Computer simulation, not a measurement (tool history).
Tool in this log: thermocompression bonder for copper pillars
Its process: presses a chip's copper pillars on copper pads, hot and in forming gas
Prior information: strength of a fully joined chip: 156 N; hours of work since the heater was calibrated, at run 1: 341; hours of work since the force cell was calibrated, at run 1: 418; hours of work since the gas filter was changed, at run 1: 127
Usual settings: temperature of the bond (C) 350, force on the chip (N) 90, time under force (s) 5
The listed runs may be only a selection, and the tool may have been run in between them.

run,hour,temperature of the bond (C),force on the chip (N),time under force (s),hours of work since the heater was calibrated,hours of work since the force cell was calibrated,hours of work since the gas filter was changed,force that shears a chip off (N)
1,0.0,350,90,5,341,418,127,75.6
2,44.0,350,90,8,374,451,160,87.9
3,98.2,350,90,8,414,492,200,86.0
4,162.2,350,90,8,462,540,248,85.1
5,227.7,350,90,6,512,589,297,75.2
6,258.7,350,90,6,535,612,321,76.0
# hour 290.0: forming gas filter changed
7,327.4,350,90,6,586,663,28,81.6
8,358.6,350,90,5,609,687,52,78.4
9,395.6,325,90,5,637,714,79,64.2
10,457.8,350,66,5,684,761,126,55.1
11,491.9,350,90,5,709,787,152,74.2
12,556.4,350,90,5,758,835,200,73.9
13,610.1,371,90,5,798,875,240,81.4
14,669.2,371,55,5,842,920,285,49.9
15,703.2,371,55,5,868,945,310,48.9
# hour 748.8: forming gas filter changed
16,774.7,371,55,5,921,999,19,53.5
17,824.6,371,55,5,959,1036,57,53.6
18,881.9,371,55,5,1002,1079,100,51.5
# hour 904.5: force cell calibrated
19,914.5,350,90,9,1025,7,123,93.6
20,977.7,350,90,9,1072,55,171,90.6
21,1038.0,344,90,5,1118,100,216,71.0
22,1068.9,344,90,5,1141,123,239,69.8
# hour 1115.8: heater calibrated with a thermocouple chip
23,1125.1,350,90,5,7,164,280,77.6
# hour 1185.0: force cell calibrated, once more
24,1188.2,350,90,5,53,2,326,71.6
# hour 1211.9: forming gas filter changed
25,1254.8,325,90,11,103,52,32,84.7
26,1312.9,357,90,4,146,96,76,74.8
27,1364.0,374,72,4,185,134,114,67.8
28,1407.7,350,90,9,218,167,147,90.3
29,1443.3,350,85,3,244,193,174,59.2
30,1483.3,332,85,4,274,223,204,57.5
31,1522.5,332,85,4,304,253,233,56.7
32,1559.1,332,101,7,331,280,260,81.3
33,1602.3,348,73,11,364,313,293,76.3
34,1642.4,344,90,6,394,343,323,73.6
# hour 1671.3: forming gas filter changed
35,1711.6,344,120,10,445,394,30,115.4
36,1778.0,373,112,3,495,444,80,91.6
37,1818.8,369,117,6,526,475,111,111.0
38,1854.9,344,117,6,553,502,138,97.4

Branching from run 38: 5 alternative next runs. What would each branch give?
A,1916.4,372,135,14,599,548,184,?
B,1916.4,345,132,11,599,548,184,?
C,1916.4,363,98,9,599,548,184,?
D,1916.4,344,117,7,599,548,184,?
E,1916.4,371,117,4,599,548,184,?

run,force that shears a chip off (N)
A,136.4
B,120.2
C,102.7
D,97.8
E,97.0
With no hidden state in the tool, these same runs would have given:
run,force that shears a chip off (N)
A,144.7
B,127.7
C,109.2
D,104.1
E,103.1

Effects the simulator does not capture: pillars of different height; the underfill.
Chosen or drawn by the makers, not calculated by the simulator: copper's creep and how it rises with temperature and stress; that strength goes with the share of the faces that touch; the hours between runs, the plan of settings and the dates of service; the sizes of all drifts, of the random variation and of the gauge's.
